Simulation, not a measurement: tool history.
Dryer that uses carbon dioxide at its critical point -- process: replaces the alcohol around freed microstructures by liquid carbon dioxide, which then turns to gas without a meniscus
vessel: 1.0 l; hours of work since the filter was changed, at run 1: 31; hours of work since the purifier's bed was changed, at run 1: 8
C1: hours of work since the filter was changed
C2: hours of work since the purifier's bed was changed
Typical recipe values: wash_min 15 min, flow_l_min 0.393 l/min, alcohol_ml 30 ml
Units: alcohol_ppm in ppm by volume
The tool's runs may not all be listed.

{"run": 1, "hour": 0.0, "wash_min": 15, "flow_l_min": 0.393, "alcohol_ml": 30, "C1": 31, "C2": 8, "alcohol_ppm": 110}
{"run": 2, "hour": 9.3, "wash_min": 15, "flow_l_min": 0.393, "alcohol_ml": 100, "C1": 37, "C2": 14, "alcohol_ppm": 364}
{"run": 3, "hour": 21.0, "wash_min": 15, "flow_l_min": 0.393, "alcohol_ml": 100, "C1": 44, "C2": 21, "alcohol_ppm": 372}
{"run": 4, "hour": 30.0, "wash_min": 15, "flow_l_min": 0.393, "alcohol_ml": 30, "C1": 50, "C2": 27, "alcohol_ppm": 128}
{"run": 5, "hour": 46.0, "wash_min": 15, "flow_l_min": 0.393, "alcohol_ml": 39, "C1": 60, "C2": 38, "alcohol_ppm": 160}
{"run": 6, "hour": 59.0, "wash_min": 15, "flow_l_min": 0.393, "alcohol_ml": 39, "C1": 69, "C2": 46, "alcohol_ppm": 177}
{"run": 7, "hour": 73.1, "wash_min": 15, "flow_l_min": 0.393, "alcohol_ml": 39, "C1": 78, "C2": 55, "alcohol_ppm": 181}
{"run": 8, "hour": 84.6, "wash_min": 15, "flow_l_min": 0.393, "alcohol_ml": 39, "C1": 85, "C2": 62, "alcohol_ppm": 189}
{"run": 9, "hour": 99.1, "wash_min": 15, "flow_l_min": 0.393, "alcohol_ml": 39, "C1": 95, "C2": 72, "alcohol_ppm": 197}
{"run": 10, "hour": 112.4, "wash_min": 15, "flow_l_min": 0.393, "alcohol_ml": 22, "C1": 103, "C2": 80, "alcohol_ppm": 123}
{"run": 11, "hour": 131.3, "wash_min": 15, "flow_l_min": 0.393, "alcohol_ml": 22, "C1": 115, "C2": 93, "alcohol_ppm": 129}
{"run": 12, "hour": 147.9, "wash_min": 15, "flow_l_min": 0.393, "alcohol_ml": 22, "C1": 126, "C2": 103, "alcohol_ppm": 139}
{"run": 13, "hour": 158.4, "wash_min": 15, "flow_l_min": 0.393, "alcohol_ml": 22, "C1": 133, "C2": 110, "alcohol_ppm": 148}
{"run": 14, "hour": 173.7, "wash_min": 15, "flow_l_min": 0.393, "alcohol_ml": 22, "C1": 143, "C2": 120, "alcohol_ppm": 149}
{"run": 15, "hour": 183.1, "wash_min": 15, "flow_l_min": 0.393, "alcohol_ml": 30, "C1": 149, "C2": 126, "alcohol_ppm": 201}
{"run": 16, "hour": 195.1, "wash_min": 15, "flow_l_min": 0.393, "alcohol_ml": 30, "C1": 157, "C2": 134, "alcohol_ppm": 217}
{"run": 17, "hour": 207.7, "wash_min": 15, "flow_l_min": 0.393, "alcohol_ml": 30, "C1": 165, "C2": 142, "alcohol_ppm": 223}
{"run": 18, "hour": 221.4, "wash_min": 15, "flow_l_min": 0.393, "alcohol_ml": 30, "C1": 174, "C2": 151, "alcohol_ppm": 226}
{"run": 19, "hour": 240.9, "wash_min": 15, "flow_l_min": 0.393, "alcohol_ml": 30, "C1": 186, "C2": 164, "alcohol_ppm": 248}
{"run": 20, "hour": 256.4, "wash_min": 15, "flow_l_min": 0.393, "alcohol_ml": 48, "C1": 196, "C2": 174, "alcohol_ppm": 389}
{"hour": 272.9, "done": "inlet filter changed"}
{"run": 21, "hour": 273.1, "wash_min": 15, "flow_l_min": 0.393, "alcohol_ml": 48, "C1": 0, "C2": 184, "alcohol_ppm": 162}
{"run": 22, "hour": 283.8, "wash_min": 15, "flow_l_min": 0.393, "alcohol_ml": 30, "C1": 7, "C2": 191, "alcohol_ppm": 120}
{"run": 23, "hour": 293.7, "wash_min": 15, "flow_l_min": 0.393, "alcohol_ml": 30, "C1": 13, "C2": 197, "alcohol_ppm": 120}
{"run": 24, "hour": 301.8, "wash_min": 15, "flow_l_min": 0.393, "alcohol_ml": 30, "C1": 19, "C2": 202, "alcohol_ppm": 133}
{"run": 25, "hour": 314.2, "wash_min": 15, "flow_l_min": 0.393, "alcohol_ml": 30, "C1": 27, "C2": 210, "alcohol_ppm": 129}
{"run": 26, "hour": 331.8, "wash_min": 15, "flow_l_min": 0.393, "alcohol_ml": 30, "C1": 38, "C2": 222, "alcohol_ppm": 134}
{"run": 27, "hour": 348.4, "wash_min": 13, "flow_l_min": 0.277, "alcohol_ml": 20, "C1": 49, "C2": 232, "alcohol_ppm": 698}
{"run": 28, "hour": 361.4, "wash_min": 15, "flow_l_min": 0.393, "alcohol_ml": 54, "C1": 57, "C2": 241, "alcohol_ppm": 234}
{"run": 29, "hour": 380.2, "wash_min": 15, "flow_l_min": 0.393, "alcohol_ml": 54, "C1": 69, "C2": 253, "alcohol_ppm": 254}
{"run": 30, "hour": 399.8, "wash_min": 11, "flow_l_min": 0.347, "alcohol_ml": 36, "C1": 82, "C2": 266, "alcohol_ppm": 1093}
{"run": 31, "hour": 411.4, "wash_min": 11, "flow_l_min": 0.347, "alcohol_ml": 36, "C1": 90, "C2": 273, "alcohol_ppm": 1115}
{"run": 32, "hour": 419.8, "wash_min": 16, "flow_l_min": 0.393, "alcohol_ml": 30, "C1": 95, "C2": 279, "alcohol_ppm": 127}
{"run": 33, "hour": 433.6, "wash_min": 15, "flow_l_min": 0.282, "alcohol_ml": 30, "C1": 104, "C2": 288, "alcohol_ppm": 700}
{"run": 34, "hour": 442.6, "wash_min": 22, "flow_l_min": 0.393, "alcohol_ml": 30, "C1": 110, "C2": 293, "alcohol_ppm": 46}
{"run": 35, "hour": 451.3, "wash_min": 22, "flow_l_min": 0.393, "alcohol_ml": 30, "C1": 115, "C2": 299, "alcohol_ppm": 49}
{"run": 36, "hour": 468.6, "wash_min": 22, "flow_l_min": 0.438, "alcohol_ml": 88, "C1": 127, "C2": 310, "alcohol_ppm": 60}
{"run": 37, "hour": 483.3, "wash_min": 13, "flow_l_min": 0.63, "alcohol_ml": 25, "C1": 136, "C2": 320, "alcohol_ppm": 59}
{"run": 38, "hour": 494.5, "wash_min": 11, "flow_l_min": 0.261, "alcohol_ml": 25, "C1": 143, "C2": 327, "alcohol_ppm": 2137}
{"run": 39, "hour": 505.5, "wash_min": 11, "flow_l_min": 0.366, "alcohol_ml": 57, "C1": 150, "C2": 334, "alcohol_ppm": 1810}
{"run": 40, "hour": 524.5, "wash_min": 11, "flow_l_min": 0.366, "alcohol_ml": 57, "C1": 163, "C2": 346, "alcohol_ppm": 1888}
{"run": 41, "hour": 541.5, "wash_min": 13, "flow_l_min": 0.366, "alcohol_ml": 63, "C1": 174, "C2": 357, "alcohol_ppm": 1171}
{"run": 42, "hour": 553.1, "wash_min": 13, "flow_l_min": 0.393, "alcohol_ml": 30, "C1": 181, "C2": 365, "alcohol_ppm": 474}
{"run": 43, "hour": 572.2, "wash_min": 9, "flow_l_min": 0.393, "alcohol_ml": 30, "C1": 194, "C2": 377, "alcohol_ppm": 1651}
{"run": 44, "hour": 587.4, "wash_min": 9, "flow_l_min": 0.628, "alcohol_ml": 61, "C1": 203, "C2": 387, "alcohol_ppm": 644}
{"hour": 592.9, "done": "inlet filter changed"}
{"run": 45, "hour": 596.9, "wash_min": 19, "flow_l_min": 0.377, "alcohol_ml": 61, "C1": 3, "C2": 392, "alcohol_ppm": 88}
{"run": 46, "hour": 607.7, "wash_min": 19, "flow_l_min": 0.377, "alcohol_ml": 61, "C1": 10, "C2": 399, "alcohol_ppm": 110}

Alternative continuations, all from the tool just after run 46; predict every row:
{"run": "A", "hour": 622.2, "wash_min": 13, "flow_l_min": 0.31, "alcohol_ml": 118, "C1": 19, "C2": 409, "alcohol_ppm": "?"}
{"run": "B", "hour": 622.2, "wash_min": 12, "flow_l_min": 0.377, "alcohol_ml": 77, "C1": 19, "C2": 409, "alcohol_ppm": "?"}
{"run": "C", "hour": 622.2, "wash_min": 15, "flow_l_min": 0.327, "alcohol_ml": 93, "C1": 19, "C2": 409, "alcohol_ppm": "?"}

run=A alcohol_ppm=2410
run=B alcohol_ppm=1026
run=C alcohol_ppm=844
Take away the tool's hidden state, keep each run's random variation, and the runs would have read:
run=A alcohol_ppm=2184
run=B alcohol_ppm=895
run=C alcohol_ppm=725
